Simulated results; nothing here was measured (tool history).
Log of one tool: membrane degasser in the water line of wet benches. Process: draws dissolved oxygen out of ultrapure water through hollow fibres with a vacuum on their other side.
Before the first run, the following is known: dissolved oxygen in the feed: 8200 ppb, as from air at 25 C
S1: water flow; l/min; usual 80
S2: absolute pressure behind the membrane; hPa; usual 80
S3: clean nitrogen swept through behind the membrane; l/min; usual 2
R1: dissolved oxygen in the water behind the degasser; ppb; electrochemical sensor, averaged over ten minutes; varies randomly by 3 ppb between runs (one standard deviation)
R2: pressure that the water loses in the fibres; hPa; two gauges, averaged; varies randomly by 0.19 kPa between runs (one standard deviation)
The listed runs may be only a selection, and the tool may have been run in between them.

Run 1, hour 0: usual settings. Result: R1 394.4 ppb, R2 385.9 hPa.
Run 2, hour 107.8: usual settings but S3 1.38 l/min. Result: R1 517.6 ppb, R2 386.1 hPa.
Run 3, hour 221.5: usual settings but S3 1.38 l/min. Result: R1 510.4 ppb, R2 385.9 hPa.
Run 4, hour 322.1: usual settings but S3 1.38 l/min. Result: R1 521.9 ppb, R2 390 hPa.
Run 5, hour 382.7: usual settings but S3 1.38 l/min. Result: R1 514.4 ppb, R2 384.2 hPa.
Run 6, hour 447.1: usual settings. Result: R1 394.9 ppb, R2 387.5 hPa.
Run 7, hour 550: usual settings. Result: R1 394.1 ppb, R2 388.6 hPa.
Run 8, hour 619.3: usual settings. Result: R1 397.4 ppb, R2 391.5 hPa.
Run 9, hour 678.7: usual settings. Result: R1 396.3 ppb, R2 390.7 hPa.
Run 10, hour 760.9: usual settings but S2 127.2 hPa. Result: R1 731.8 ppb, R2 392.9 hPa.
Run 11, hour 824.5: usual settings but S2 127.2 hPa. Result: R1 740.7 ppb, R2 393.6 hPa.
Run 12, hour 880.5: usual settings. Result: R1 399.8 ppb, R2 387.9 hPa.
Run 13, hour 1001.2: usual settings. Result: R1 395.9 ppb, R2 387 hPa.
Run 14, hour 1080.5: usual settings. Result: R1 397.1 ppb, R2 390.3 hPa.
Run 15, hour 1151.7: usual settings but S3 2.22 l/min. Result: R1 366.9 ppb, R2 392.1 hPa.
Run 16, hour 1271.7: usual settings but S3 2.22 l/min. Result: R1 366.5 ppb, R2 392.5 hPa.
Run 17, hour 1366.9: usual settings but S1 75 l/min. Result: R1 382.2 ppb, R2 366.8 hPa.
Run 18, hour 1436.1: usual settings but S1 107 l/min, S2 140.1 hPa, S3 0.87 l/min. Result: R1 1684.4 ppb, R2 528.4 hPa.
Run 19, hour 1532.2: usual settings but S1 87 l/min, S2 60.3 hPa, S3 2.63 l/min. Result: R1 223.4 ppb, R2 427.4 hPa.
Run 20, hour 1594.4: usual settings but S1 115 l/min. Result: R1 562.6 ppb, R2 564.9 hPa.
Run 21, hour 1685: usual settings but S1 57 l/min, S2 50.7 hPa, S3 3.03 l/min. Result: R1 91.4 ppb, R2 281.5 hPa.
Run 22, hour 1772.1: usual settings but S1 114 l/min, S2 122.1 hPa. Result: R1 954.5 ppb, R2 559.7 hPa.
Run 23, hour 1859.2: usual settings but S1 114 l/min, S2 122.1 hPa. Result: R1 947.1 ppb, R2 560.4 hPa.
At hour 1868.1: seals of the vacuum lines changed.
Run 24, hour 1925: usual settings but S1 120 l/min, S2 77 hPa. Result: R1 561.6 ppb, R2 587.9 hPa.
Run 25, hour 1998: usual settings but S1 120 l/min, S2 77 hPa. Result: R1 555.1 ppb, R2 589.3 hPa.
Run 26, hour 2047.1: usual settings but S1 50 l/min, S2 112.5 hPa, S3 1.38 l/min. Result: R1 582.2 ppb, R2 247.6 hPa.
Run 27, hour 2131.9: usual settings but S3 1.78 l/min. Result: R1 435.7 ppb, R2 392.2 hPa.
Run 28, hour 2209.1: usual settings but S3 1.78 l/min. Result: R1 439 ppb, R2 394.2 hPa.
Run 29, hour 2325.4: usual settings but S2 67.6 hPa, S3 1.29 l/min. Result: R1 428.7 ppb, R2 393.8 hPa.
Run 30, hour 2409.7: usual settings but S1 92 l/min, S2 93.2 hPa, S3 2.66 l/min. Result: R1 458.2 ppb, R2 453 hPa.
Run 31, hour 2464: usual settings but S1 68 l/min, S2 117.5 hPa, S3 2.12 l/min. Result: R1 564.1 ppb, R2 334.9 hPa.
Run 32, hour 2573.7: usual settings but S1 62 l/min. Result: R1 323.6 ppb, R2 307.6 hPa.
Run 33, hour 2632.6: usual settings but S1 62 l/min. Result: R1 322.3 ppb, R2 303.5 hPa.

Here are 3 independent what-if runs from the current tool condition. What would each one return?
Run A, hour 2690.5: usual settings but S1 88 l/min, S2 97.1 hPa, S3 5.91 l/min. Result: R1 ?, R2 ?.
Run B, hour 2690.5: usual settings but S1 105 l/min, S2 88.5 hPa, S3 0.83 l/min. Result: R1 ?, R2 ?.
Run C, hour 2690.5: usual settings but S3 4.77 l/min. Result: R1 ?, R2 ?.

run      R1     R2
  A   246.1  434.3
  B  1016.3  516.8
  C   201.8  397.7
With the hidden condition removed and each run's random variation left untouched, the same runs would have given:
run     R1     R2
  A  230.8  415.8
  B  957.4  494.7
  C  186.5  380.8
